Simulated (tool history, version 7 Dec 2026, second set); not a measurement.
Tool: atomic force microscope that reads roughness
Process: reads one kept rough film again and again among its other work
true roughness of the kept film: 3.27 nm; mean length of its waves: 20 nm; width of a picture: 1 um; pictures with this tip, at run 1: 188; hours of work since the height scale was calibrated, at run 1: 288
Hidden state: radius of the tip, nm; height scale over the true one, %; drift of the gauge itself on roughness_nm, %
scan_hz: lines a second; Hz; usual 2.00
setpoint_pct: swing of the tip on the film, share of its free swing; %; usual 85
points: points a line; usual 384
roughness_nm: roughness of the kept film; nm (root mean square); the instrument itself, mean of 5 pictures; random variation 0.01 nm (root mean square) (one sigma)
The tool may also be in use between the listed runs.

run	hour	scan_hz	setpoint_pct	points	pictures with this tip	hours of work since the height scale was calibrated	roughness_nm
1	0.0	2.00	85	384	188	288	1.821
2	14.6	3.03	85	384	207	294	1.662
# hour 29.8: new tip fitted
3	34.1	2.00	85	384	6	302	2.260
4	51.5	2.00	85	384	29	309	2.179
5	67.4	2.00	85	384	51	316	2.116
6	80.2	2.00	85	384	68	321	2.076
7	91.1	2.00	85	384	82	326	2.040
8	104.8	2.00	85	384	101	331	2.007
9	114.3	2.00	85	384	113	335	1.969
10	124.6	2.00	58	384	127	340	2.152
11	143.8	2.00	58	384	153	348	2.097
12	157.3	2.00	73	384	171	353	1.962
13	169.9	2.00	73	384	188	359	1.909
14	189.3	2.00	73	384	214	367	1.869
# hour 201.0: new tip fitted
15	203.8	2.00	73	384	4	373	2.380
16	215.1	2.00	73	384	19	377	2.357
17	230.4	2.00	73	384	39	384	2.270
18	248.9	2.00	73	384	64	391	2.204
19	264.2	2.00	85	321	84	398	2.008
20	276.1	2.00	85	914	100	403	2.002
21	294.5	2.00	85	914	125	410	1.952
22	310.5	2.00	85	914	146	417	1.909
23	329.2	2.00	85	758	172	425	1.851
24	338.9	2.00	85	632	185	429	1.793
25	357.3	3.51	81	384	209	437	1.668
26	368.5	3.51	81	384	224	441	1.633
# hour 370.8: new tip fitted
27	379.7	3.30	81	384	11	446	2.113
28	398.8	2.53	56	606	37	454	2.399
29	417.4	2.53	56	606	62	462	2.330
30	435.5	1.48	81	384	86	469	2.119
31	444.4	0.54	65	384	98	473	2.249
32	456.8	1.17	89	384	115	478	2.018
33	472.6	1.17	89	384	136	485	1.946
34	491.8	0.66	60	282	162	493	2.031
35	502.6	0.71	60	548	176	497	2.067
36	518.4	1.11	82	330	197	504	1.882
37	539.0	0.67	70	298	225	512	1.911
# hour 541.1: new tip fitted
38	554.8	1.78	85	338	18	519	2.209
39	574.7	1.78	85	338	45	527	2.108
40	593.4	1.78	85	338	70	535	2.045
41	609.6	2.00	58	513	92	542	2.199
42	628.3	2.00	57	717	117	549	2.156
43	645.6	2.00	57	717	140	557	2.098
44	662.7	1.09	66	384	163	564	2.007
45	671.8	0.65	56	447	175	568	2.046
46	680.4	0.65	56	447	187	571	2.023

4 ways to go on from here, each from the tool as it stands after run 46. What would each give?
A	699.4	1.50	56	613	212	579	?
B	699.4	0.84	89	282	212	579	?
C	699.4	0.61	73	364	212	579	?
D	699.4	3.98	74	414	212	579	?

run	roughness_nm
A	1.959
B	1.816
C	1.935
D	1.697
Without the tool's hidden state the same runs would have given:
run	roughness_nm
A	2.595
B	2.406
C	2.560
D	2.248
